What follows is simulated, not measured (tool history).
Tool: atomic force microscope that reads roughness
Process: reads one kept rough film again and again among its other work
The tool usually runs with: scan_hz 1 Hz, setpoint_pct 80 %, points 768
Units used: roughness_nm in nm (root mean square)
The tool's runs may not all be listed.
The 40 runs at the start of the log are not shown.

run	day	scan_hz	setpoint_pct	points	roughness_nm
41	25.908	2.46	61	659	4.159
42	26.492	2.46	61	659	4.137
43	26.962	0.51	67	659	4.381
44	27.721	0.6	88	659	4.12
45	28.267	2.44	64	470	4.069
46	28.975	2.44	64	470	4.09
47	29.775	3.55	60	768	4.009
48	30.162	1.57	60	714	4.29
49	30.808	3.72	87	971	2.941
# day 31.375: new tip fitted
50	31.388	1	70	431	4.276
51	31.967	1	70	431	4.237
52	32.338	3.18	67	381	3.848

5 ways to go on from here, each from the tool as it stands after run 52. What would each give?
A	33.183	1.2	55	381	?
B	33.183	1.36	64	891	?
C	33.183	2.01	85	591	?
D	33.183	1	63	768	?
E	33.183	3.29	80	768	?

run	roughness_nm
A	4.349
B	4.258
C	3.567
D	4.348
E	3.368
Stripped of hidden state, with their random variation kept, the same runs would have yielded:
run	roughness_nm
A	4.351
B	4.26
C	3.569
D	4.35
E	3.369
